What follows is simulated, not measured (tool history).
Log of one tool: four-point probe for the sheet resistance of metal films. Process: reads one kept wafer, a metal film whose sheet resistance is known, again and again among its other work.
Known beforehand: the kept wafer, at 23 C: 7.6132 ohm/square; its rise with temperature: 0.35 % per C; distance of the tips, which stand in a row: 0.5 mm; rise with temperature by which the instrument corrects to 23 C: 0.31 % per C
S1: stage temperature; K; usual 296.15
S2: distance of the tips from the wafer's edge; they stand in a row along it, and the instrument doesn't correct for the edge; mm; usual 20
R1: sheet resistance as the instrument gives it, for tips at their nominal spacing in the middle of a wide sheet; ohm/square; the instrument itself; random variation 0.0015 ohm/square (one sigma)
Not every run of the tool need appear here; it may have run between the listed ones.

run,hour,S1,S2,R1
1,0.0,296.15,20,7.612517
2,62.5,296.15,20,7.612617
3,111.1,296.15,20,7.615063
4,155.7,296.15,20,7.614919
5,217.4,296.15,20,7.616130
6,267.7,296.15,20,7.616487
7,341.4,296.15,20,7.618076
8,422.3,296.15,20,7.615331
9,510.8,296.15,20,7.619025
10,567.7,296.15,20,7.617761
11,631.4,296.15,8,7.632334
12,675.2,296.15,8,7.634050
13,758.7,296.15,8,7.632494
14,851.8,296.15,20,7.621729
15,946.7,295.15,14,7.621769
16,1023.0,295.15,14,7.623397
17,1113.7,299.15,5,7.672100
18,1159.2,296.15,16,7.626070
# hour 1169.1: stage's thermometer calibrated
19,1249.6,303.15,22,7.650454
20,1315.4,301.15,20,7.645366
21,1392.5,303.15,20,7.649284
# hour 1431.5: stage's thermometer calibrated, once more
22,1442.7,292.15,11,7.611794
23,1488.3,292.15,11,7.612699
24,1583.5,292.15,11,7.612845
25,1686.5,304.15,10,7.656055
26,1782.2,300.15,9,7.648476
27,1872.0,295.15,20,7.619380
28,1966.5,295.15,20,7.618906

What if the next run were any one of these 5? Each begins from the tool's condition after run 28:
A,2048.5,300.15,18,?
B,2048.5,300.15,20,?
C,2048.5,295.15,6,?
D,2048.5,298.15,3,?
E,2048.5,292.15,20,?

run,R1
A,7.638813
B,7.636982
C,7.646815
D,7.742481
E,7.611069
With no hidden state in the tool, these same runs would have given:
run,R1
A,7.629879
B,7.628050
C,7.637826
D,7.733414
E,7.602091
